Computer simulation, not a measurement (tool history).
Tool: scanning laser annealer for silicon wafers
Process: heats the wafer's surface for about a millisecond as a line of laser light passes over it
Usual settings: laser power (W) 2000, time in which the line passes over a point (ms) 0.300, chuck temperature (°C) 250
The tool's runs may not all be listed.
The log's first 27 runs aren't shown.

| run | day | laser power (W) | time in which the line passes over a point (ms) | chuck temperature (°C) | highest temperature of the surface (°C) |
|---|---|---|---|---|---|
| 28 | 11.462 | 2000 | 0.300 | 246 | 1052 |
| 29 | 11.879 | 2000 | 0.300 | 259 | 1066 |
| 30 | 12.200 | 2000 | 0.336 | 250 | 1104 |
| 31 | 12.538 | 2000 | 0.234 | 250 | 952 |
| 32 | 13.100 | 1861 | 0.350 | 223 | 1032 |
| 33 | 13.667 | 1861 | 0.350 | 223 | 1030 |
| 34 | 14.238 | 2043 | 0.220 | 262 | 957 |
| 35 | 14.550 | 2124 | 0.349 | 225 | 1149 |
| 36 | 14.971 | 1739 | 0.343 | 226 | 966 |
| 37 | 15.275 | 1722 | 0.344 | 248 | 982 |
| 38 | 15.671 | 2130 | 0.323 | 219 | 1108 |
| 39 | 15.967 | 2130 | 0.323 | 219 | 1106 |
| 40 | 16.433 | 2130 | 0.323 | 219 | 1103 |

Forecast run 41:
| 41 | 16.904 | 1873 | 0.254 | 275 | ? |

Run 41 gave highest temperature of the surface (°C) 953.
Without the tool's hidden state the same run would have given highest temperature of the surface (°C) 969.

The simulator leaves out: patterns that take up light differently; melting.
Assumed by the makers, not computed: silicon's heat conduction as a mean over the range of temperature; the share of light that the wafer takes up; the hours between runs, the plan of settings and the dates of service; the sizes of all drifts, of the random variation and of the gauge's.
